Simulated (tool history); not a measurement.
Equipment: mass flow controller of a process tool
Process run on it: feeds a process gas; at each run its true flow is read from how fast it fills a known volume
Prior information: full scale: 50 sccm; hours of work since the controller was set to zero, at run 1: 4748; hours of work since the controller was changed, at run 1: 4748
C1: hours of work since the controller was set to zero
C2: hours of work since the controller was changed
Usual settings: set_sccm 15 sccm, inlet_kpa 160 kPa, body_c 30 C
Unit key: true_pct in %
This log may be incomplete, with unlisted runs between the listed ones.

Run 1, day 0: usual settings; C1 4748; C2 4748. Result: true_pct 90.55 %.
Run 2, day 6.292: usual settings; C1 4864; C2 4864. Result: true_pct 90.26 %.
At day 12.412: controller's zero set anew.
Run 3, day 13.317: usual settings; C1 17; C2 4993. Result: true_pct 94.82 %.
Run 4, day 18.346: usual settings; C1 109; C2 5085. Result: true_pct 94.53 %.
Run 5, day 25.788: usual settings; C1 246; C2 5222. Result: true_pct 94.43 %.
Run 6, day 30.538: usual settings; C1 334; C2 5310. Result: true_pct 94.25 %.
Run 7, day 36.188: usual settings but inlet_kpa 180 kPa; C1 438; C2 5414. Result: true_pct 94.13 %.
Run 8, day 45.65: usual settings; C1 612; C2 5588. Result: true_pct 93.78 %.
Run 9, day 51.425: usual settings; C1 718; C2 5694. Result: true_pct 93.61 %.
At day 52.354: controller exchanged for a calibrated one.
Run 10, day 58.5: usual settings; C1 113; C2 113. Result: true_pct 97.86 %.
Run 11, day 68.225: usual settings; C1 292; C2 292. Result: true_pct 97.6 %.
Run 12, day 72.638: usual settings; C1 373; C2 373. Result: true_pct 97.44 %.
Run 13, day 79.271: usual settings; C1 495; C2 495. Result: true_pct 97.27 %.
Run 14, day 85.967: usual settings but inlet_kpa 228 kPa; C1 619; C2 619. Result: true_pct 97.54 %.
Run 15, day 92.467: usual settings but set_sccm 50 sccm, inlet_kpa 142 kPa, body_c 28 C; C1 738; C2 738. Result: true_pct 99.45 %.
Run 16, day 102.162: usual settings but set_sccm 32 sccm; C1 917; C2 917. Result: true_pct 98.18 %.
Run 17, day 109.762: usual settings but set_sccm 6 sccm, inlet_kpa 187 kPa, body_c 38 C; C1 1057; C2 1057. Result: true_pct 95.04 %.
Run 18, day 118.771: usual settings but set_sccm 37 sccm, inlet_kpa 226 kPa; C1 1222; C2 1222. Result: true_pct 98.48 %.
Run 19, day 123.2: usual settings but body_c 31 C; C1 1304; C2 1304. Result: true_pct 96.17 %.
Run 20, day 131.779: usual settings but body_c 31 C; C1 1462; C2 1462. Result: true_pct 96 %.
Run 21, day 137.271: usual settings but body_c 26 C; C1 1563; C2 1563. Result: true_pct 95.21 %.
Run 22, day 144.971: usual settings but set_sccm 27 sccm, inlet_kpa 159 kPa, body_c 26 C; C1 1705; C2 1705. Result: true_pct 96.52 %.
Run 23, day 149.779: usual settings but set_sccm 18 sccm, inlet_kpa 188 kPa, body_c 35 C; C1 1793; C2 1793. Result: true_pct 96.33 %.
Run 24, day 159.717: usual settings but set_sccm 11 sccm, inlet_kpa 276 kPa, body_c 22 C; C1 1976; C2 1976. Result: true_pct 93.7 %.
Run 25, day 167.479: usual settings but set_sccm 22 sccm, inlet_kpa 233 kPa, body_c 23 C; C1 2119; C2 2119. Result: true_pct 95.35 %.
Run 26, day 173.808: usual settings but inlet_kpa 216 kPa, body_c 35 C; C1 2235; C2 2235. Result: true_pct 95.22 %.
Run 27, day 179.388: usual settings but set_sccm 20 sccm, inlet_kpa 172 kPa, body_c 22 C; C1 2338; C2 2338. Result: true_pct 94.52 %.
Run 28, day 183.833: usual settings but set_sccm 13 sccm, inlet_kpa 233 kPa, body_c 24 C; C1 2420; C2 2420. Result: true_pct 93.53 %.

Consider 3 possible next runs. They are alternatives, not a sequence: every one starts from the tool as it was left by run 28. What does each give?
Run A, day 192.538: usual settings but set_sccm 16 sccm, inlet_kpa 184 kPa, body_c 24 C; C1 2580; C2 2580. Result: true_pct ?.
Run B, day 192.538: usual settings but set_sccm 49 sccm, inlet_kpa 207 kPa, body_c 36 C; C1 2580; C2 2580. Result: true_pct ?.
Run C, day 192.538: usual settings but set_sccm 39 sccm; C1 2580; C2 2580. Result: true_pct ?.

run  true_pct
  A     93.57
  B     98.73
  C     96.98
Take away the tool's hidden state, keep each run's random variation, and the runs would have read:
run  true_pct
  A     97.59
  B    101.13
  C     99.57

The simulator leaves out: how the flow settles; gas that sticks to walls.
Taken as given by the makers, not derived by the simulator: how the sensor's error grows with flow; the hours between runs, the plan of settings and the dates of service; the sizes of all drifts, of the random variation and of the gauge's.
